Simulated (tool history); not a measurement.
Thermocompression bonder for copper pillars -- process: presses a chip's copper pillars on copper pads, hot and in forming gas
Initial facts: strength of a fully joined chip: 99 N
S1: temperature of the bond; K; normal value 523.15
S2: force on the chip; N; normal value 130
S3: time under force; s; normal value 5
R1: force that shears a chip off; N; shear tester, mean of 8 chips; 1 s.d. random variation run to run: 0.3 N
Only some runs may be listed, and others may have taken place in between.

run	hour	S1	S2	S3	R1
1	0.0	523.15	130	5	61.5
2	39.5	523.15	166	5	71.7
3	85.4	523.15	113	5	54.2
4	117.8	551.15	130	5	73.5
5	157.7	523.15	109	5	52.9
6	205.7	523.15	109	5	52.5
7	261.5	493.15	109	5	37.3
8	315.6	493.15	109	5	40.1
9	371.6	493.15	109	5	39.9
10	401.1	493.15	109	5	40.0
11	433.9	493.15	109	5	39.6
12	478.9	523.15	130	5	60.5
13	527.3	523.15	130	5	60.0
14	578.4	523.15	130	5	59.8
15	636.8	523.15	130	5	64.7
16	676.4	523.15	130	5	64.1
17	732.3	523.15	130	5	63.1
18	787.6	523.15	172	5	74.0
19	842.4	523.15	172	5	80.4
20	874.1	523.15	172	5	79.7
21	923.2	544.15	130	5	77.8
22	956.3	523.15	124	15	82.9
23	992.8	523.15	137	3	60.5
24	1027.9	523.15	137	14	83.8
25	1087.9	538.15	137	14	88.1
26	1134.8	502.15	138	9	67.4
27	1160.8	510.15	138	6	64.7
28	1213.8	510.15	138	6	64.5
29	1240.5	510.15	138	6	63.7
30	1269.1	510.15	138	6	63.4
31	1316.1	523.15	130	7	69.4
32	1344.0	546.15	130	3	65.8
33	1391.0	523.15	84	5	49.9
34	1435.4	528.15	130	6	74.8
35	1466.2	533.15	90	12	73.3
36	1518.1	493.15	107	10	55.7
37	1560.4	508.15	130	14	77.5
38	1608.8	539.15	164	5	82.9
39	1645.2	530.15	122	5	67.6

Put back what was entered between runs (5 entries, withheld): which listed runs does each sit between, and how does the hidden state differ from the listed run before to the listed run after?
Between runs 7 and 8: forming gas filter changed (hour 272.7)
  true temperature of the bond over the reading, C: 0.5 -> 0.8; force that reaches the chip, % of what is set: 94.1 -> 93.9; oxide that the forming gas leaves, % of the face: 9.02 -> 1.38
  measured value less the no-hidden-state value, R1: -5.7 -> -2.4 N
Between runs 11 and 12: force cell calibrated (hour 449.2)
  true temperature of the bond over the reading, C: 1.6 -> 1.8; force that reaches the chip, % of what is set: 93.6 -> 89.3; oxide that the forming gas leaves, % of the face: 3.29 -> 4.08
  measured value less the no-hidden-state value, R1: -2.9 -> -6.5 N
Between runs 14 and 15: force cell calibrated, once more (hour 612.6)
  true temperature of the bond over the reading, C: 2.4 -> 2.8; force that reaches the chip, % of what is set: 89.1 -> 99.3; oxide that the forming gas leaves, % of the face: 5.68 -> 6.64
  measured value less the no-hidden-state value, R1: -7.3 -> -3.0 N
Between runs 18 and 19: forming gas filter changed (hour 832.1)
  true temperature of the bond over the reading, C: 3.7 -> 4; force that reaches the chip, % of what is set: 98.9 -> 98.8; oxide that the forming gas leaves, % of the face: 9.06 -> 0.68
  measured value less the no-hidden-state value, R1: -5.7 -> +1.2 N
Between runs 32 and 33: forming gas filter changed (hour 1386.0)
  true temperature of the bond over the reading, C: 7.1 -> 7.4; force that reaches the chip, % of what is set: 97.4 -> 97.3; oxide that the forming gas leaves, % of the face: 8.8 -> 0.67
  measured value less the no-hidden-state value, R1: -3.8 -> +2.5 N

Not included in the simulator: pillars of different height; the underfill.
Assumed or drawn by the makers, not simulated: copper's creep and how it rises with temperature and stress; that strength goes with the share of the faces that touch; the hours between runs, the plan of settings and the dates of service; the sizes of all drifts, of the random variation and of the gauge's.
